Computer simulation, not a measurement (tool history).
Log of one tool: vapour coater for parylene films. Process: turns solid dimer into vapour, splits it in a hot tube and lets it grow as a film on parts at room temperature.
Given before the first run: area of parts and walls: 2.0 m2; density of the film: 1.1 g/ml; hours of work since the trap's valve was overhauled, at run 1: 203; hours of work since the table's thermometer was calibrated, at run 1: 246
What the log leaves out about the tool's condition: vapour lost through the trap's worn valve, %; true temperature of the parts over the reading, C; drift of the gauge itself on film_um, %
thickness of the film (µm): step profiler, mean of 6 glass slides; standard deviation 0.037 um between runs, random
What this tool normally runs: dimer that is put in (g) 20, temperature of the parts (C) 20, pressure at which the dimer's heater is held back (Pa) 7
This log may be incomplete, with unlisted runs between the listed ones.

run	day	dimer that is put in (g)	temperature of the parts (C)	pressure at which the dimer's heater is held back (Pa)	hours of work since the trap's valve was overhauled	hours of work since the table's thermometer was calibrated	thickness of the film (µm)
1	0	20	20	7	203	246	4.1
2	0.942	20	20	7	221	264	4.1
3	1.912	20	20	7	241	284	4.01
4	2.821	20	20	7	259	302	4.02
5	3.708	20	20	7	277	320	3.99
6	4.988	20	20	7	302	345	3.96
7	6.25	23	20	7	327	370	4.48
8	6.904	11	20	7	340	383	2.19
9	8.254	20	20	7	367	410	3.88
10	9.638	20	15	7	395	438	4.79
11	11.108	20	15	7	424	467	4.7
12	12.129	12	20	7	445	488	2.28
13	13.267	12	20	7	467	510	2.26
# day 13.988: trap's valve overhauled
14	14.646	12	20	7	13	535	2.51
15	15.304	14	20	7	26	548	2.98
16	16.188	10	20	7	44	565	2.14
17	16.983	10	20	7	60	581	2.13
18	18.404	10	20	7	88	610	2.11
19	19.35	14	20	7	107	628	2.9
20	20.646	16	24	7	133	654	2.77
21	21.412	20	20	3.54	148	670	4.35
22	22.271	20	20	3.54	165	687	4.31
23	23.396	11	15	6.97	188	709	2.76
24	24.4	11	15	6.97	208	729	2.74
25	25.538	13	25	3.07	231	752	2.24

Some steps in thickness of the film (µm) between neighbouring runs. How much of each would the tool show without its hidden state too (settings, what came in, random variation), and how much is left for the hidden state, with any gauge scatter that isn't in both results?
Run 7 -> 8: dimer that is put in (g) 23 -> 11. thickness of the film (µm) -2.29: hidden state +0.2, all else -2.49.
Run 11 -> 12: dimer that is put in (g) 20 -> 12, temperature of the parts (C) 15 -> 20. thickness of the film (µm) -2.42: hidden state +0.27, all else -2.69.
Run 13 -> 14: trap's valve overhauled. thickness of the film (µm) +0.25: hidden state +0.27, all else -0.02.
